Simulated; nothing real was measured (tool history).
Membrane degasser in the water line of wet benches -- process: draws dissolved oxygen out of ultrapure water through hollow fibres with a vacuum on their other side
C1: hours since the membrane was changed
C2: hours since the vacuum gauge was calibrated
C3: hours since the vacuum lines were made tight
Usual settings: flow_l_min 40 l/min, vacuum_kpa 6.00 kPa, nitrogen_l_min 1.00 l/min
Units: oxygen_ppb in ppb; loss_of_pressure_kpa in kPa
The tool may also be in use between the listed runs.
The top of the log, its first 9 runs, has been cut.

{"run": 10, "hour": 608.7, "flow_l_min": 40, "vacuum_kpa": 6.0, "nitrogen_l_min": 2.03, "C1": 2774, "C2": 3531, "C3": 1825, "oxygen_ppb": 218.8, "loss_of_pressure_kpa": 69.67}
{"run": 11, "hour": 674.4, "flow_l_min": 40, "vacuum_kpa": 6.0, "nitrogen_l_min": 2.03, "C1": 2840, "C2": 3597, "C3": 1891, "oxygen_ppb": 218.8, "loss_of_pressure_kpa": 69.98}
{"run": 12, "hour": 749.9, "flow_l_min": 40, "vacuum_kpa": 6.0, "nitrogen_l_min": 2.03, "C1": 2916, "C2": 3673, "C3": 1966, "oxygen_ppb": 216.1, "loss_of_pressure_kpa": 69.72}
{"run": 13, "hour": 820.5, "flow_l_min": 40, "vacuum_kpa": 13.92, "nitrogen_l_min": 1.0, "C1": 2986, "C2": 3743, "C3": 2037, "oxygen_ppb": 892.2, "loss_of_pressure_kpa": 69.86}
{"hour": 827.6, "done": "vacuum gauge calibrated"}
{"run": 14, "hour": 900.3, "flow_l_min": 40, "vacuum_kpa": 6.0, "nitrogen_l_min": 1.0, "C1": 3066, "C2": 73, "C3": 2116, "oxygen_ppb": 332.8, "loss_of_pressure_kpa": 70.02}
{"run": 15, "hour": 966.3, "flow_l_min": 40, "vacuum_kpa": 6.0, "nitrogen_l_min": 1.0, "C1": 3132, "C2": 139, "C3": 2182, "oxygen_ppb": 332.2, "loss_of_pressure_kpa": 69.6}
{"run": 16, "hour": 1010.2, "flow_l_min": 40, "vacuum_kpa": 6.0, "nitrogen_l_min": 1.0, "C1": 3175, "C2": 183, "C3": 2226, "oxygen_ppb": 328.1, "loss_of_pressure_kpa": 70.03}
{"run": 17, "hour": 1085.4, "flow_l_min": 40, "vacuum_kpa": 6.0, "nitrogen_l_min": 1.0, "C1": 3251, "C2": 258, "C3": 2301, "oxygen_ppb": 331.8, "loss_of_pressure_kpa": 69.88}
{"run": 18, "hour": 1162.3, "flow_l_min": 40, "vacuum_kpa": 6.0, "nitrogen_l_min": 1.0, "C1": 3328, "C2": 335, "C3": 2378, "oxygen_ppb": 327.8, "loss_of_pressure_kpa": 69.92}
{"run": 19, "hour": 1231.3, "flow_l_min": 27, "vacuum_kpa": 6.0, "nitrogen_l_min": 0.77, "C1": 3396, "C2": 404, "C3": 2447, "oxygen_ppb": 270.9, "loss_of_pressure_kpa": 47.59}
{"hour": 1246.0, "done": "vacuum gauge calibrated, once more"}
{"run": 20, "hour": 1303.0, "flow_l_min": 29, "vacuum_kpa": 8.01, "nitrogen_l_min": 1.6, "C1": 3468, "C2": 57, "C3": 2518, "oxygen_ppb": 245.7, "loss_of_pressure_kpa": 50.98}
{"run": 21, "hour": 1381.7, "flow_l_min": 29, "vacuum_kpa": 8.01, "nitrogen_l_min": 1.6, "C1": 3546, "C2": 136, "C3": 2597, "oxygen_ppb": 249.4, "loss_of_pressure_kpa": 50.81}
{"run": 22, "hour": 1430.6, "flow_l_min": 32, "vacuum_kpa": 10.75, "nitrogen_l_min": 0.88, "C1": 3595, "C2": 185, "C3": 2646, "oxygen_ppb": 588.3, "loss_of_pressure_kpa": 55.9}
{"run": 23, "hour": 1486.4, "flow_l_min": 33, "vacuum_kpa": 6.0, "nitrogen_l_min": 1.0, "C1": 3651, "C2": 240, "C3": 2702, "oxygen_ppb": 259.2, "loss_of_pressure_kpa": 58.32}
{"run": 24, "hour": 1534.5, "flow_l_min": 39, "vacuum_kpa": 4.56, "nitrogen_l_min": 0.56, "C1": 3699, "C2": 289, "C3": 2750, "oxygen_ppb": 256.6, "loss_of_pressure_kpa": 68.82}
{"run": 25, "hour": 1585.7, "flow_l_min": 41, "vacuum_kpa": 9.3, "nitrogen_l_min": 2.2, "C1": 3750, "C2": 340, "C3": 2801, "oxygen_ppb": 349.9, "loss_of_pressure_kpa": 72.38}
{"run": 26, "hour": 1621.2, "flow_l_min": 41, "vacuum_kpa": 9.3, "nitrogen_l_min": 2.2, "C1": 3786, "C2": 375, "C3": 2836, "oxygen_ppb": 337.2, "loss_of_pressure_kpa": 71.99}
{"run": 27, "hour": 1676.4, "flow_l_min": 28, "vacuum_kpa": 6.0, "nitrogen_l_min": 1.0, "C1": 3841, "C2": 430, "C3": 2892, "oxygen_ppb": 220.7, "loss_of_pressure_kpa": 49.07}
{"run": 28, "hour": 1727.6, "flow_l_min": 28, "vacuum_kpa": 6.0, "nitrogen_l_min": 1.0, "C1": 3892, "C2": 482, "C3": 2943, "oxygen_ppb": 221.6, "loss_of_pressure_kpa": 49.13}
{"run": 29, "hour": 1773.6, "flow_l_min": 28, "vacuum_kpa": 4.32, "nitrogen_l_min": 1.0, "C1": 3938, "C2": 528, "C3": 2989, "oxygen_ppb": 123.1, "loss_of_pressure_kpa": 49.2}
{"run": 30, "hour": 1817.5, "flow_l_min": 28, "vacuum_kpa": 4.32, "nitrogen_l_min": 1.0, "C1": 3982, "C2": 572, "C3": 3033, "oxygen_ppb": 126.7, "loss_of_pressure_kpa": 49.45}
{"run": 31, "hour": 1883.6, "flow_l_min": 28, "vacuum_kpa": 5.62, "nitrogen_l_min": 2.37, "C1": 4048, "C2": 638, "C3": 3099, "oxygen_ppb": 125.5, "loss_of_pressure_kpa": 49.23}
{"run": 32, "hour": 1926.7, "flow_l_min": 28, "vacuum_kpa": 5.62, "nitrogen_l_min": 2.37, "C1": 4091, "C2": 681, "C3": 3142, "oxygen_ppb": 122.4, "loss_of_pressure_kpa": 49.53}
{"run": 33, "hour": 1984.4, "flow_l_min": 56, "vacuum_kpa": 8.67, "nitrogen_l_min": 1.0, "C1": 4149, "C2": 738, "C3": 3199, "oxygen_ppb": 657.0, "loss_of_pressure_kpa": 99.38}

Alternative continuations, all from the tool just after run 33; predict every row:
{"run": "A", "hour": 2064.3, "flow_l_min": 29, "vacuum_kpa": 4.64, "nitrogen_l_min": 1.02, "C1": 4229, "C2": 818, "C3": 3279, "oxygen_ppb": "?", "loss_of_pressure_kpa": "?"}
{"run": "B", "hour": 2064.3, "flow_l_min": 56, "vacuum_kpa": 8.67, "nitrogen_l_min": 0.85, "C1": 4229, "C2": 818, "C3": 3279, "oxygen_ppb": "?", "loss_of_pressure_kpa": "?"}
{"run": "C", "hour": 2064.3, "flow_l_min": 33, "vacuum_kpa": 8.67, "nitrogen_l_min": 1.89, "C1": 4229, "C2": 818, "C3": 3279, "oxygen_ppb": "?", "loss_of_pressure_kpa": "?"}

run=A oxygen_ppb=151.3 loss_of_pressure_kpa=50.95
run=B oxygen_ppb=733.6 loss_of_pressure_kpa=98.86
run=C oxygen_ppb=282.1 loss_of_pressure_kpa=57.92
Had the tool no hidden state, the same runs would have come out as:
run=A oxygen_ppb=138.1 loss_of_pressure_kpa=48.98
run=B oxygen_ppb=711.6 loss_of_pressure_kpa=95.06
run=C oxygen_ppb=268.0 loss_of_pressure_kpa=55.69
